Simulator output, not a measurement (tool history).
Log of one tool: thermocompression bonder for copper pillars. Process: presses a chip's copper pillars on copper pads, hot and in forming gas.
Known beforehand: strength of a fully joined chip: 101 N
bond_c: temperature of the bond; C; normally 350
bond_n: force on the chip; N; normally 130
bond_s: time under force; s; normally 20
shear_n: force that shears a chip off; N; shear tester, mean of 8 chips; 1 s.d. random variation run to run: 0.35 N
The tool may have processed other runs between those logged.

run	hour	bond_c	bond_n	bond_s	shear_n
1	0.0	350	130	20	69.2
2	52.0	350	130	10	56.9
3	95.8	350	130	10	56.5
4	146.4	350	156	20	73.5
5	189.2	350	97	20	62.3
6	250.5	350	97	20	61.9
7	290.0	350	97	20	62.4
# hour 315.9: forming gas filter changed
8	323.8	350	97	20	62.7
9	352.4	350	176	20	77.0
10	408.4	350	130	10	57.1
11	448.3	350	130	12	60.5
12	497.0	350	130	12	59.7
13	557.0	350	173	20	76.2
14	589.6	350	130	20	69.2
15	630.9	350	130	20	68.9
# hour 675.5: forming gas filter changed
16	685.5	350	130	20	69.4
17	737.6	350	130	20	69.3
18	796.0	350	130	40	81.0
19	828.3	350	130	20	69.5
20	869.9	350	130	20	69.6
21	919.6	350	128	50	84.5
22	981.9	350	102	20	63.9
23	1020.2	350	164	37	84.8
# hour 1031.1: forming gas filter changed
24	1084.3	350	164	37	84.8
25	1136.2	354	84	54	78.1
26	1174.7	328	84	19	49.2
27	1233.8	376	92	46	84.6
28	1274.9	376	88	13	62.2
29	1314.6	347	148	20	71.9
30	1359.5	347	148	20	70.9
# hour 1388.6: forming gas filter changed
31	1397.2	347	148	20	71.6
32	1453.3	347	106	20	63.6
33	1506.6	350	190	34	86.4
34	1561.2	350	190	34	86.6
35	1601.1	350	137	35	80.1
36	1657.6	334	90	19	53.1
37	1688.9	324	136	40	73.0
38	1728.6	324	136	40	72.0
# hour 1745.0: forming gas filter changed
39	1755.7	324	194	38	79.9

Consider 4 possible next runs. They are alternatives, not a sequence: every one starts from the tool as it was left by run 39. What does each give?
A	1817.8	324	171	54	?
B	1817.8	325	128	46	?
C	1817.8	355	130	49	?
D	1817.8	365	194	29	?

run	shear_n
A	82.4
B	73.7
C	86.1
D	89.1
Without the tool's unlogged condition, the same runs would have read:
run	shear_n
A	82.4
B	73.6
C	86.1
D	89.0

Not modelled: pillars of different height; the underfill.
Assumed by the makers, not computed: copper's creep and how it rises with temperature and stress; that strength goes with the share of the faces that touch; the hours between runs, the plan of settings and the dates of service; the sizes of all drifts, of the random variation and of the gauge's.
